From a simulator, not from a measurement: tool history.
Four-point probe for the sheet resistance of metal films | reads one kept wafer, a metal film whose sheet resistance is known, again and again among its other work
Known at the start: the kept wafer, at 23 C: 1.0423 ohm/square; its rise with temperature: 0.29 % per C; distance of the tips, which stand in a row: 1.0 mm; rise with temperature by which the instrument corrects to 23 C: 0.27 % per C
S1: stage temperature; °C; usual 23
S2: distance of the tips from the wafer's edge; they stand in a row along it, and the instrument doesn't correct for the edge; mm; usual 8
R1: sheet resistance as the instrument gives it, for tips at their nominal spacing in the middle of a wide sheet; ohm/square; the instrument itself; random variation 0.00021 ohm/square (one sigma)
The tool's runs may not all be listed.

| run | day | S1 | S2 | R1 |
|---|---|---|---|---|
| 1 | 0 | 23 | 8 | 1.0479 |
| 2 | 2.971 | 23 | 8 | 1.047857 |
| 3 | 8.2 | 20 | 8 | 1.046163 |
| 4 | 11.317 | 23 | 8 | 1.046838 |
| 5 | 14.654 | 23 | 8 | 1.046383 |
| 6 | 17.317 | 23 | 8 | 1.046164 |
| 7 | 22.167 | 23 | 8 | 1.046172 |
| 8 | 26.8 | 25 | 8 | 1.045611 |
| 9 | 30.429 | 23 | 8 | 1.044716 |
| 10 | 35.3 | 23 | 8 | 1.04455 |
| 11 | 37.746 | 23 | 8 | 1.044007 |
| 12 | 41.767 | 23 | 8 | 1.043945 |
| 13 | 46.025 | 23 | 8 | 1.043102 |
|  | 46.338 | new probe head fitted |
|  | 49.142 | stage's thermometer calibrated |
| 14 | 50.217 | 23 | 4 | 1.077381 |
| 15 | 55.608 | 23 | 4 | 1.076413 |
| 16 | 61.35 | 28 | 8 | 1.052433 |
| 17 | 64.829 | 23 | 8 | 1.050201 |
| 18 | 68.221 | 23 | 8 | 1.050367 |
| 19 | 71.792 | 23 | 8 | 1.049704 |
| 20 | 76.529 | 23 | 8 | 1.049148 |
| 21 | 80.612 | 23 | 8 | 1.049144 |
| 22 | 83.979 | 18 | 8 | 1.047558 |
| 23 | 89.65 | 23 | 15 | 1.042091 |
| 24 | 92.221 | 19 | 66 | 1.038812 |
| 25 | 95.979 | 19 | 66 | 1.038142 |
| 26 | 101.1 | 19 | 10 | 1.043149 |
| 27 | 105.933 | 24 | 11 | 1.043076 |
| 28 | 109.138 | 27 | 8 | 1.047898 |
| 29 | 112.267 | 19 | 15 | 1.039025 |
| 30 | 116.004 | 19 | 35 | 1.036763 |
| 31 | 118.838 | 34 | 13 | 1.04273 |
| 32 | 123.729 | 24 | 8 | 1.045652 |
|  | 127.433 | new probe head fitted |
| 33 | 129.55 | 18 | 8 | 1.054154 |
| 34 | 132.083 | 20 | 8 | 1.053916 |
| 35 | 134.904 | 20 | 8 | 1.053583 |
| 36 | 137.679 | 33 | 10 | 1.05334 |
| 37 | 140.925 | 26 | 54 | 1.046072 |
| 38 | 145.467 | 26 | 54 | 1.045816 |
| 39 | 148.45 | 26 | 54 | 1.045056 |
| 40 | 152.612 | 19 | 8 | 1.051342 |
| 41 | 156.725 | 29 | 14 | 1.047476 |
| 42 | 160.938 | 29 | 68 | 1.044572 |
| 43 | 164.35 | 32 | 4 | 1.079027 |
| 44 | 169.704 | 33 | 17 | 1.047039 |
| 45 | 172.379 | 23 | 40 | 1.04296 |

Forecast each of these 4 alternatives for the next run:
| A | 175.8 | 23 | 19 | ? |
| B | 175.8 | 27 | 8 | ? |
| C | 175.8 | 19 | 35 | ? |
| D | 175.8 | 34 | 12 | ? |

| run | R1 |
|---|---|
| A | 1.043583 |
| B | 1.051677 |
| C | 1.041341 |
| D | 1.048589 |
Without the tool's hidden state the same runs would have given:
| run | R1 |
|---|---|
| A | 1.043937 |
| B | 1.05202 |
| C | 1.041709 |
| D | 1.048907 |

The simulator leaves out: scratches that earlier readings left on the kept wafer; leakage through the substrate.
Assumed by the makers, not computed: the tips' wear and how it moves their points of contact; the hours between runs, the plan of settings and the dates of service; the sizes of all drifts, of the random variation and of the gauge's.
